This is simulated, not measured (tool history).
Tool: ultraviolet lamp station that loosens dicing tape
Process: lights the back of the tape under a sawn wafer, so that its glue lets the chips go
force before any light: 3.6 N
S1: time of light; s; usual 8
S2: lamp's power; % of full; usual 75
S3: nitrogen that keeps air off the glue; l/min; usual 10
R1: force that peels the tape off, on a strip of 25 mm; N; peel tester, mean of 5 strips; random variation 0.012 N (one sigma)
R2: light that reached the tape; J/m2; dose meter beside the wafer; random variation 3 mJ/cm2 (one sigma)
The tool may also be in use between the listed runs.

run	hour	S1	S2	S3	R1	R2
1	0	8	75	10	0.686	3780
2	31.7	8	75	10	0.7	3710
3	48.5	8	75	10	0.719	3630
4	79.7	8	75	8	0.757	3580
5	116.1	8	75	10	0.77	3570
6	149.6	8	65	10	0.87	3030
7	183.8	8	68	10	0.887	3080
8	208	8	64	10	0.945	2910
9	224.5	8	83	10	0.681	3750
10	244.4	8	83	10	0.72	3750
11	277.3	8	83	10	0.724	3650
# hour 307.7: window cleaned of glue's vapour
12	307.7	8	83	10	0.575	4330
13	328.2	8	83	10	0.545	4240
14	352.3	8	83	10	0.579	4250
15	374.4	8	83	10	0.598	4130
16	406.2	8	75	7	0.777	3790
17	442.4	8	75	10	0.678	3710
18	459.6	8	75	10	0.716	3700
19	492.3	7	75	10	0.906	3140
20	515.4	7	75	10	0.849	3120
21	543.8	8	75	17	0.706	3540
22	580.1	8	98	10	0.515	4550
23	598	8	83	13	0.611	3800
24	613.3	14	74	5	0.438	5860
25	643.2	11	84	3	0.64	5210
26	661.6	8	90	13	0.597	3970
27	692.2	8	90	13	0.596	3940
28	714.7	10	95	10	0.411	5230
29	734.8	12	75	3	0.685	4870
30	771.1	5	75	11	1.412	2050
31	795	5	75	3	1.766	1990
32	831.3	16	75	14	0.297	6250
33	858.7	16	75	14	0.309	6050
34	879.5	9	62	16	0.918	2830
35	895.1	7	75	10	1.11	2620
36	923.2	5	79	11	1.457	1940
37	960.8	13	70	4	0.715	4390
38	994	5	85	10	1.378	2040
39	1009.2	5	85	10	1.399	2030
# hour 1015.8: window cleaned of glue's vapour
40	1027.9	14	63	10	0.414	5100
41	1058.2	14	63	10	0.441	5030
42	1073.7	5	75	17	1.247	2130
43	1089	5	75	8	1.414	2100
44	1125.2	14	96	16	0.23	7550

3 ways to go on from here, each from the tool as it stands after run 44. What would each give?
A	1149.9	7	75	4	?	?
B	1149.9	8	78	10	?	?
C	1149.9	8	66	16	?	?

run	R1	R2
A	1.226	2870
B	0.784	3410
C	0.892	2890
Without the tool's hidden state the same runs would have given:
run	R1	R2
A	0.88	3850
B	0.512	4560
C	0.597	3870
